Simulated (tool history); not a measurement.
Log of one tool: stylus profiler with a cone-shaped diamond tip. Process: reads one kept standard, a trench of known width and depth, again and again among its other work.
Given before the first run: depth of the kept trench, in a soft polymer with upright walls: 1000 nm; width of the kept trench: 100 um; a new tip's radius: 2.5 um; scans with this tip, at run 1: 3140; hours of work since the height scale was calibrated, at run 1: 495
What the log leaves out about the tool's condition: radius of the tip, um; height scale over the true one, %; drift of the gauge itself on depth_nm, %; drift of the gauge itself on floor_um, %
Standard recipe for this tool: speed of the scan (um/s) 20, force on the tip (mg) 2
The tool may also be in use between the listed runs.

| run | hour | speed of the scan (um/s) | force on the tip (mg) | scans with this tip | hours of work since the height scale was calibrated | depth of the trench (Å) | width of the trench's floor (nm) |
|---|---|---|---|---|---|---|---|
| 1 | 0 | 20 | 2 | 3140 | 495 | 10065.6 | 95810 |
| 2 | 11.4 | 64 | 2 | 3197 | 505 | 10065.6 | 95570 |
| 3 | 19.6 | 64 | 2 | 3239 | 511 | 10066.1 | 95570 |
| 4 | 35 | 15 | 2 | 3316 | 523 | 10061.5 | 95960 |
| 5 | 54 | 15 | 2 | 3412 | 538 | 10069.8 | 95900 |
| 6 | 62.4 | 5 | 2 | 3454 | 545 | 10069.7 | 95960 |
| 7 | 78.9 | 5 | 2 | 3538 | 558 | 10065.2 | 95960 |
| 8 | 90 | 20 | 2 | 3594 | 567 | 10067.4 | 95890 |
| 9 | 108.6 | 6 | 2 | 3688 | 582 | 10062.3 | 95960 |
| 10 | 121.9 | 6 | 2 | 3755 | 593 | 10062.8 | 95940 |
| 11 | 137 | 6 | 2 | 3831 | 605 | 10067.7 | 95980 |
| 12 | 155 | 49 | 2 | 3922 | 619 | 10066.8 | 95680 |
| 13 | 167.9 | 49 | 2 | 3987 | 629 | 10065.3 | 95710 |
| 14 | 184.9 | 49 | 2 | 4073 | 643 | 10068.4 | 95730 |
| 15 | 197.6 | 44 | 3.61 | 4137 | 653 | 10098.7 | 95780 |
| 16 | 214.7 | 44 | 3.61 | 4223 | 666 | 10096.8 | 95820 |
| 17 | 224.8 | 27 | 4.09 | 4274 | 674 | 10100.2 | 95870 |
| 18 | 236 | 6 | 3.01 | 4331 | 683 | 10084.5 | 95980 |
| 19 | 247.2 | 6 | 3.01 | 4387 | 692 | 10086.2 | 95990 |
| 20 | 261.4 | 28 | 0.76 | 4459 | 704 | 10035.3 | 95750 |
| 21 | 274.3 | 7 | 3.12 | 4524 | 714 | 10089.3 | 95970 |
| 22 | 293.3 | 7 | 3.12 | 4620 | 729 | 10087.5 | 95880 |
| 23 | 307.6 | 7 | 3.12 | 4692 | 740 | 10092.2 | 95960 |

Below are 3 alternative next runs, each starting from the tool's condition after run 23. Predict each:
| A | 316.8 | 7 | 0.82 | 4738 | 748 | ? | ? |
| B | 316.8 | 20 | 1.13 | 4738 | 748 | ? | ? |
| C | 316.8 | 9 | 0.95 | 4738 | 748 | ? | ? |

| run | depth of the trench (Å) | width of the trench's floor (nm) |
|---|---|---|
| A | 10038.7 | 95920 |
| B | 10045 | 95900 |
| C | 10039.4 | 95940 |
Stripped of hidden state, with their random variation kept, the same runs would have yielded:
| run | depth of the trench (Å) | width of the trench's floor (nm) |
|---|---|---|
| A | 10038.7 | 95930 |
| B | 10045 | 95900 |
| C | 10039.4 | 95950 |

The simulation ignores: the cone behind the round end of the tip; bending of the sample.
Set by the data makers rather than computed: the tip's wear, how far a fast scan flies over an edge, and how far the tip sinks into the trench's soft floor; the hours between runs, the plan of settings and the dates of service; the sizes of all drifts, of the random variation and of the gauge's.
